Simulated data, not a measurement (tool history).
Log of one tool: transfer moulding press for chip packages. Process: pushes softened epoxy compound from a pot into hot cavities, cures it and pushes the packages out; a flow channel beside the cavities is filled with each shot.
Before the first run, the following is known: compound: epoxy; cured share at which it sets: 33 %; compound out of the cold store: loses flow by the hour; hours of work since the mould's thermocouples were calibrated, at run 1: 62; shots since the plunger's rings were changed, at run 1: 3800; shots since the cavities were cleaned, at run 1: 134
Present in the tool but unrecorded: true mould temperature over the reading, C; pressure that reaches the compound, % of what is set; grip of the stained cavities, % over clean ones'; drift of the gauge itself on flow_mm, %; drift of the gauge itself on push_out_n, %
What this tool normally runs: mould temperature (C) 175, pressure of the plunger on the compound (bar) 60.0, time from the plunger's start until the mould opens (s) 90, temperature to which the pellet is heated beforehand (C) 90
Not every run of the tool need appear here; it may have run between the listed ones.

run   hour  mould temperature (C)  pressure of the plunger on the compound (bar)  time from the plunger's start until the mould opens (s)  temperature to which the pellet is heated beforehand (C)  hours of work since the mould's thermocouples were calibrated  shots since the plunger's rings were changed  shots since the cavities were cleaned  incoming compound's hours out of the cold store  length that the compound runs in the flow channel (mm)  greatest force on the pins that push the packages out (N)
  1    0.0                    175                                           60.0                                                       90                                                        90                                                             62                                          3800                                    134                                             41.5                                                     560                                                        365
      14.2  -- plunger's sealing rings changed
  2   20.3                    175                                           60.0                                                       90                                                        90                                                             76                                            95                                    412                                             34.0                                                     615                                                        457
  3   35.9                    175                                           60.0                                                       90                                                        87                                                             88                                           337                                    654                                             12.4                                                     674                                                        497
      46.3  -- cavities cleaned with cleaning compound and waxed
  4   57.7                    175                                           60.0                                                       90                                                        90                                                            104                                           655                                    178                                             24.9                                                     632                                                        578
  5   71.4                    175                                           60.0                                                       90                                                        90                                                            115                                           868                                    391                                             36.0                                                     612                                                        514
  6   92.4                    175                                           60.0                                                       90                                                        90                                                            131                                          1197                                    720                                             35.8                                                     610                                                        529
      98.6  -- cavities cleaned with cleaning compound and waxed
  7  114.3                    175                                           60.0                                                       90                                                        90                                                            147                                          1515                                    245                                             34.0                                                     608                                                        428
     117.9  -- cavities cleaned with cleaning compound and waxed, once more
  8  135.4                    175                                           60.0                                                       90                                                        90                                                            162                                          1820                                    274                                             39.9                                                     590                                                        434
  9  158.4                    175                                           60.0                                                       90                                                        90                                                            180                                          2179                                    633                                             21.0                                                     634                                                        494
     170.0  -- cavities cleaned with cleaning compound and waxed
 10  184.1                    175                                           60.0                                                       90                                                        90                                                            199                                          2556                                    220                                             31.6                                                     607                                                        406
 11  208.5                    175                                           60.0                                                       90                                                        90                                                            218                                          2938                                    602                                             27.5                                                     613                                                        497
     221.5  -- cavities cleaned with cleaning compound and waxed
 12  226.8                    175                                           60.0                                                       90                                                        90                                                            231                                          3200                                     84                                             10.2                                                     658                                                        361
 13  251.9                    175                                           60.0                                                       90                                                        90                                                            250                                          3591                                    475                                             21.4                                                     625                                                        486
     272.9  -- cavities cleaned with cleaning compound and waxed
 14  276.5                    175                                           60.0                                                       90                                                        90                                                            268                                          3951                                     56                                             21.2                                                     611                                                        340
     281.1  -- plunger's sealing rings changed
 15  304.3                    174                                           60.0                                                       90                                                        95                                                            288                                           362                                    451                                             38.7                                                     608                                                        468
 16  323.6                    169                                           60.0                                                       99                                                        90                                                            303                                           662                                    751                                             23.8                                                     658                                                        574
     328.1  -- cavities cleaned with cleaning compound and waxed
 17  339.0                    169                                           60.0                                                       99                                                        90                                                            313                                           880                                    169                                             27.1                                                     638                                                        424
 18  358.0                    169                                           71.1                                                       77                                                        88                                                            328                                          1176                                    465                                             25.6                                                     701                                                        883
 19  377.7                    169                                           71.1                                                       77                                                        88                                                            343                                          1483                                    772                                             42.6                                                     659                                                        915

Estimate the outcome of run 20 from the log above:
     381.5  -- cavities cleaned with cleaning compound and waxed
 20  395.1                    169                                           71.1                                                       77                                                        88                                                            356                                          1731                                    211                                             18.8                                                       ?                                                          ?

Run 20 gave length that the compound runs in the flow channel (mm) 711, greatest force on the pins that push the packages out (N) 789.
Had the tool carried no hidden state, the very same run would have given length that the compound runs in the flow channel (mm) 731, greatest force on the pins that push the packages out (N) 570.
